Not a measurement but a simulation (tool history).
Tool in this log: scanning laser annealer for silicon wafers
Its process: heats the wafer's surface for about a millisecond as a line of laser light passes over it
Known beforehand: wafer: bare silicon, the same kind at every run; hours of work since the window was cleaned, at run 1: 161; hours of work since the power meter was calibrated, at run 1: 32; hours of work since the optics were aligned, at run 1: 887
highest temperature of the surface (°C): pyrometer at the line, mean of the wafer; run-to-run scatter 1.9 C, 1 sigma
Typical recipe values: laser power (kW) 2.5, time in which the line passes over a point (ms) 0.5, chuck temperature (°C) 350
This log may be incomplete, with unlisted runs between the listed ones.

| run | hour | laser power (kW) | time in which the line passes over a point (ms) | chuck temperature (°C) | hours of work since the window was cleaned | hours of work since the power meter was calibrated | hours of work since the optics were aligned | highest temperature of the surface (°C) |
|---|---|---|---|---|---|---|---|---|
| 1 | 0 | 2.5 | 0.5 | 350 | 161 | 32 | 887 | 1154 |
| 2 | 12 | 2.5 | 0.5 | 350 | 166 | 38 | 893 | 1155 |
| 3 | 40.8 | 2.5 | 0.5 | 350 | 180 | 51 | 906 | 1152 |
| 4 | 70 | 2.5 | 0.5 | 350 | 193 | 65 | 920 | 1152 |
| 5 | 82.4 | 2.566 | 0.5 | 350 | 199 | 70 | 926 | 1172 |
| 6 | 95.1 | 2.566 | 0.5 | 350 | 205 | 76 | 932 | 1175 |
| 7 | 109.2 | 2.566 | 0.5 | 350 | 212 | 83 | 938 | 1172 |
| 8 | 127.3 | 2.566 | 0.5 | 350 | 220 | 91 | 947 | 1171 |
| 9 | 149.6 | 2.566 | 0.5 | 350 | 231 | 102 | 957 | 1173 |
| 10 | 168.3 | 2.5 | 0.5 | 350 | 239 | 110 | 966 | 1154 |
| 11 | 186.4 | 2.5 | 0.5 | 350 | 248 | 119 | 974 | 1151 |
| 12 | 200.1 | 2.5 | 0.5 | 350 | 254 | 125 | 981 | 1150 |
| 13 | 225.4 | 2.5 | 0.5 | 348 | 266 | 137 | 992 | 1149 |
| 14 | 245.3 | 2.5 | 0.5 | 348 | 275 | 146 | 1002 | 1147 |
| 15 | 268.5 | 2.5 | 0.591 | 348 | 286 | 157 | 1013 | 1212 |
| 16 | 291.4 | 2.5 | 0.5 | 372 | 297 | 168 | 1023 | 1172 |
| 17 | 303.5 | 2.5 | 0.5 | 350 | 302 | 174 | 1029 | 1152 |
| 18 | 328.5 | 2.5 | 0.5 | 350 | 314 | 185 | 1040 | 1150 |
| 19 | 355.4 | 2.5 | 0.5 | 350 | 327 | 198 | 1053 | 1151 |
| 20 | 374.9 | 2.5 | 0.41 | 350 | 336 | 207 | 1062 | 1087 |
| 21 | 394.7 | 2.5 | 0.454 | 350 | 345 | 216 | 1071 | 1118 |
| 22 | 420 | 2.5 | 0.454 | 350 | 357 | 228 | 1083 | 1120 |
| 23 | 434.3 | 2.5 | 0.421 | 317 | 363 | 235 | 1090 | 1059 |
| 24 | 447.1 | 2.5 | 0.421 | 317 | 369 | 241 | 1096 | 1063 |
| 25 | 472.4 | 2.5 | 0.421 | 317 | 381 | 252 | 1108 | 1061 |
| 26 | 487.7 | 2.46 | 0.421 | 328 | 388 | 260 | 1115 | 1061 |
| 27 | 510.9 | 2.46 | 0.421 | 328 | 399 | 270 | 1126 | 1060 |
| 28 | 526.7 | 2.46 | 0.421 | 328 | 406 | 278 | 1133 | 1059 |
| 29 | 547.1 | 2.276 | 0.418 | 349 | 416 | 287 | 1142 | 1019 |
| 30 | 575.4 | 2.276 | 0.418 | 349 | 429 | 300 | 1156 | 1020 |
| 31 | 604.3 | 2.5 | 0.5 | 329 | 443 | 314 | 1169 | 1129 |
| 32 | 620.5 | 2.561 | 0.422 | 350 | 450 | 321 | 1177 | 1113 |

Forecast run 33:
| 33 | 645.2 | 2.227 | 0.465 | 350 | 462 | 333 | 1188 | ? |

{"run 33": {"highest temperature of the surface (°C)": 1039}}
Were there no unlogged condition in the tool, this run, its random variation unchanged, would have produced highest temperature of the surface (°C) 1040.

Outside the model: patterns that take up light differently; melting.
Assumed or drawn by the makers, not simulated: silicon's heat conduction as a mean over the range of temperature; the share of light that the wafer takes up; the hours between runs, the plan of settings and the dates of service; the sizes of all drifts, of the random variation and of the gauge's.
